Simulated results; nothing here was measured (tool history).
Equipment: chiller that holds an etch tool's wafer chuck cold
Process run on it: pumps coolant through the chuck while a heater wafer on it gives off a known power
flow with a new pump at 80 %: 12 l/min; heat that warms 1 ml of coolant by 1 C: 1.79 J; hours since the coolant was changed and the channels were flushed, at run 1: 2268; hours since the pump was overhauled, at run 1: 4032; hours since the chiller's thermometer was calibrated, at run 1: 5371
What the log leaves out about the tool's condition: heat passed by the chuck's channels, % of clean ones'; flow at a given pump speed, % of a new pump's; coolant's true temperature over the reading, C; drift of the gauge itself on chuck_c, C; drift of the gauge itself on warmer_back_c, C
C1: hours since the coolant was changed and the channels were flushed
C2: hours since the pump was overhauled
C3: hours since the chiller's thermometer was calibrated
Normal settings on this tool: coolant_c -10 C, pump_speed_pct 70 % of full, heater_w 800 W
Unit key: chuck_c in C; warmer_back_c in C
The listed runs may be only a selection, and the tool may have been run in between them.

Run 1, hour 0.0: usual settings; C1 2268; C2 4032; C3 5371. Result: chuck_c -0.5 C, warmer_back_c 2.66 C.
Run 2, hour 115.4: usual settings but pump_speed_pct 79 % of full; C1 2384; C2 4148; C3 5486. Result: chuck_c -1.5 C, warmer_back_c 2.35 C.
Run 3, hour 196.5: usual settings but pump_speed_pct 79 % of full; C1 2465; C2 4229; C3 5567. Result: chuck_c -1.3 C, warmer_back_c 2.33 C.
At hour 247.3: chiller's thermometer calibrated.
Run 4, hour 349.3: usual settings but pump_speed_pct 79 % of full; C1 2617; C2 4380; C3 102. Result: chuck_c -0.6 C, warmer_back_c 2.33 C.
Run 5, hour 514.1: usual settings but pump_speed_pct 79 % of full; C1 2781; C2 4545; C3 267. Result: chuck_c -0.5 C, warmer_back_c 2.35 C.
Run 6, hour 679.3: usual settings but pump_speed_pct 79 % of full; C1 2947; C2 4710; C3 432. Result: chuck_c -0.6 C, warmer_back_c 2.33 C.
Run 7, hour 771.7: usual settings but pump_speed_pct 79 % of full; C1 3039; C2 4803; C3 524. Result: chuck_c -0.6 C, warmer_back_c 2.35 C.
Run 8, hour 960.6: usual settings but coolant_c -9 C; C1 3228; C2 4992; C3 713. Result: chuck_c 1.1 C, warmer_back_c 2.67 C.
Run 9, hour 1158.4: usual settings; C1 3426; C2 5190; C3 911. Result: chuck_c 0.3 C, warmer_back_c 2.67 C.
Run 10, hour 1322.6: usual settings; C1 3590; C2 5354; C3 1075. Result: chuck_c 0.1 C, warmer_back_c 2.69 C.
Run 11, hour 1507.1: usual settings but pump_speed_pct 79 % of full; C1 3774; C2 5538; C3 1260. Result: chuck_c -0.6 C, warmer_back_c 2.35 C.
Run 12, hour 1659.2: usual settings but pump_speed_pct 79 % of full; C1 3926; C2 5690; C3 1412. Result: chuck_c -0.3 C, warmer_back_c 2.35 C.
Run 13, hour 1839.8: usual settings but coolant_c -7 C; C1 4107; C2 5871; C3 1592. Result: chuck_c 3.3 C, warmer_back_c 2.69 C.
Run 14, hour 2031.1: usual settings; C1 4298; C2 6062; C3 1784. Result: chuck_c 0.2 C, warmer_back_c 2.70 C.
Run 15, hour 2121.0: usual settings but heater_w 611 W; C1 4388; C2 6152; C3 1874. Result: chuck_c -2.1 C, warmer_back_c 2.08 C.
Run 16, hour 2264.7: usual settings but pump_speed_pct 76 % of full, heater_w 611 W; C1 4532; C2 6296; C3 2017. Result: chuck_c -2.5 C, warmer_back_c 1.88 C.
Run 17, hour 2403.1: usual settings but coolant_c -1 C; C1 4670; C2 6434; C3 2156. Result: chuck_c 9.3 C, warmer_back_c 2.73 C.
Run 18, hour 2529.3: usual settings but pump_speed_pct 97 % of full; C1 4797; C2 6561; C3 2282. Result: chuck_c -1.3 C, warmer_back_c 1.90 C.
Run 19, hour 2652.3: usual settings but coolant_c -7 C, pump_speed_pct 84 % of full; C1 4920; C2 6683; C3 2405. Result: chuck_c 2.5 C, warmer_back_c 2.21 C.
Run 20, hour 2832.0: usual settings but coolant_c -2 C; C1 5099; C2 6863; C3 2585. Result: chuck_c 8.5 C, warmer_back_c 2.72 C.
Run 21, hour 2917.7: usual settings but coolant_c -2 C; C1 5185; C2 6949; C3 2670. Result: chuck_c 8.6 C, warmer_back_c 2.73 C.
Run 22, hour 3002.9: usual settings but coolant_c -16 C, pump_speed_pct 86 % of full; C1 5270; C2 7034; C3 2756. Result: chuck_c -6.6 C, warmer_back_c 2.18 C.
Run 23, hour 3201.7: usual settings but coolant_c -16 C, pump_speed_pct 86 % of full; C1 5469; C2 7233; C3 2954. Result: chuck_c -6.5 C, warmer_back_c 2.16 C.
Run 24, hour 3323.7: usual settings but coolant_c -5 C, pump_speed_pct 83 % of full, heater_w 1149 W; C1 5591; C2 7355; C3 3076. Result: chuck_c 8.7 C, warmer_back_c 3.22 C.
Run 25, hour 3452.2: usual settings but coolant_c -7 C, pump_speed_pct 75 % of full, heater_w 686 W; C1 5719; C2 7483; C3 3205. Result: chuck_c 1.8 C, warmer_back_c 2.17 C.
Run 26, hour 3599.2: usual settings but pump_speed_pct 83 % of full, heater_w 737 W; C1 5866; C2 7630; C3 3352. Result: chuck_c -1.2 C, warmer_back_c 2.08 C.
Run 27, hour 3743.0: usual settings but coolant_c -11 C, pump_speed_pct 69 % of full, heater_w 958 W; C1 6010; C2 7774; C3 3496. Result: chuck_c 2.2 C, warmer_back_c 3.38 C.
Run 28, hour 3893.4: usual settings but coolant_c -11 C, pump_speed_pct 69 % of full, heater_w 958 W; C1 6161; C2 7925; C3 3646. Result: chuck_c 2.0 C, warmer_back_c 3.31 C.
Run 29, hour 4084.8: usual settings but heater_w 547 W; C1 6352; C2 8116; C3 3838. Result: chuck_c -2.9 C, warmer_back_c 1.88 C.
Run 30, hour 4183.3: usual settings but coolant_c -9 C, pump_speed_pct 92 % of full, heater_w 996 W; C1 6451; C2 8214; C3 3936. Result: chuck_c 2.8 C, warmer_back_c 2.52 C.
Run 31, hour 4306.8: usual settings but coolant_c -9 C, pump_speed_pct 92 % of full, heater_w 996 W; C1 6574; C2 8338; C3 4059. Result: chuck_c 2.6 C, warmer_back_c 2.52 C.
Run 32, hour 4405.6: usual settings but coolant_c -9 C, pump_speed_pct 64 % of full, heater_w 539 W; C1 6673; C2 8437; C3 4158. Result: chuck_c -1.3 C, warmer_back_c 2.05 C.

Table of differences, measured result less the result of that run with no hidden state. Run-to-run variation is the same in both. Gauge scatter possibly is not:
run  chuck_c  warmer_back_c
  1     +0.1          +0.07
  2     +0.1          +0.06
  3     +0.0          +0.06
  4     +0.7          +0.07
  5     +0.8          +0.06
  6     +0.9          +0.07
  7     +0.8          +0.07
  8     +1.0          +0.09
  9     +1.0          +0.09
 10     +1.0          +0.09
 11     +0.9          +0.09
 12     +1.0          +0.08
 13     +1.1          +0.11
 14     +1.1          +0.11
 15     +0.8          +0.09
 16     +0.9          +0.08
 17     +1.2          +0.12
 18     +1.0          +0.09
 19     +1.1          +0.10
 20     +1.3          +0.13
 21     +1.4          +0.13
 22     +1.2          +0.10
 23     +1.2          +0.11
 24     +2.0          +0.17
 25     +1.2          +0.11
 26     +1.3          +0.11
 27     +1.9          +0.19
 28     +1.9          +0.18
 29     +1.0          +0.11
 30     +1.8          +0.14
 31     +1.9          +0.15
 32     +1.1          +0.12

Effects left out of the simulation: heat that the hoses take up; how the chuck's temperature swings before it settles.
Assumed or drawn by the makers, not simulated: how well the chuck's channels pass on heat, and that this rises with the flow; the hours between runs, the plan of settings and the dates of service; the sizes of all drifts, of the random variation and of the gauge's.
